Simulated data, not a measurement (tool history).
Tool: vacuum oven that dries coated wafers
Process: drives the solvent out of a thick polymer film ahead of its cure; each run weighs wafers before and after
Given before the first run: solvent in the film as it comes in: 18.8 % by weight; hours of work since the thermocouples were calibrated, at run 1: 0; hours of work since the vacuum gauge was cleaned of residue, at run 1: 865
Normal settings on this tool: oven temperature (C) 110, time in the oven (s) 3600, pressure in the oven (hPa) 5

run,hour,oven temperature (C),time in the oven (s),pressure in the oven (hPa),hours of work since the thermocouples were calibrated,hours of work since the vacuum gauge was cleaned of residue,solvent left in the film (%)
1,0,110,3600,5,0,865,1.07
2,84.9,110,3600,5,39,904,1.06
3,173,97,3600,5,79,944,3.67
4,231.3,110,3600,5,106,971,1.13
5,309.3,110,3600,5,141,1007,1.12
6,381.5,110,3660,5,174,1040,1.01
7,432.5,110,3660,5,198,1063,1.04
8,537.3,110,3660,5,246,1111,1.07
9,646,110,3660,5,295,1161,1.04
# hour 766.8: vacuum gauge cleaned of residue and calibrated
10,766.8,110,3660,5,350,0,1.1
11,816.9,110,2400,5,373,23,2.43
12,897.9,110,4440,5,410,60,0.62
13,956.8,110,4440,5,437,87,0.63
14,1024.9,110,4440,5,468,118,0.67
15,1074,110,4440,5,490,140,0.56
16,1148,110,3600,6.1,524,174,1.09
17,1246.9,110,3600,5,569,219,1.02
18,1358.4,110,3600,5,620,270,1.07
19,1477.1,110,3600,5,675,325,1.07
20,1554.1,110,3600,5,710,360,1.11
21,1627.8,110,3600,5,743,394,1.09
22,1713.2,110,3600,5,783,433,1.1
23,1821.3,110,3600,5,832,482,1.05
24,1924.8,106,4020,5.78,879,529,1.44
25,2027.7,110,3600,13.83,926,576,1.5
26,2096.6,111,3660,3.42,958,608,0.93
27,2183.3,111,2520,7.19,997,648,2.16
28,2258.4,111,2520,7.19,1032,682,2.14
29,2371.2,103,2520,5.79,1083,733,3.86
30,2439.9,103,2520,5.79,1115,765,3.9
31,2514.1,103,4980,5.17,1149,799,1.16
32,2575.5,109,5580,8.4,1177,827,0.62
33,2694.2,109,5580,8.4,1231,881,0.7
34,2766.2,109,5580,8.4,1264,914,0.54
35,2839.6,110,3540,8.21,1297,948,1.26
36,2924.6,110,3540,8.21,1336,986,1.3
37,2985.5,110,3540,8.21,1364,1014,1.22
38,3103.7,110,2640,13.26,1418,1068,2.33
39,3177.1,103,3600,8.72,1452,1102,2.39
40,3283.8,103,3600,8.72,1501,1151,2.33
41,3391.8,97,5400,5,1550,1200,1.93
# hour 3423.8: vacuum gauge cleaned of residue and calibrated
42,3505.7,97,5400,5,1601,37,1.88
# hour 3572.1: oven's thermocouples calibrated
43,3573.9,97,5400,13.47,1,68,2.3
44,3682.5,97,5400,13.47,50,117,2.36
45,3734.5,97,3600,4.82,74,141,3.73
46,3841.3,97,3060,3.44,123,190,4.35

For each entry between runs, how does the tool's hidden state at the last listed run before it compare with that at the first listed run after it?
Logged between run 9 and run 10: vacuum gauge cleaned of residue and calibrated (hour 766.8)
  true pressure over the reading, kPa: 0.024 -> 0
Logged between run 41 and run 42: vacuum gauge cleaned of residue and calibrated (hour 3423.8)
  true wafer temperature over the reading, C: -0.1 -> -0.11; true pressure over the reading, kPa: 0.022 -> 0.001
Logged between run 42 and run 43: oven's thermocouples calibrated (hour 3572.1)
  true wafer temperature over the reading, C: -0.11 -> -0.01
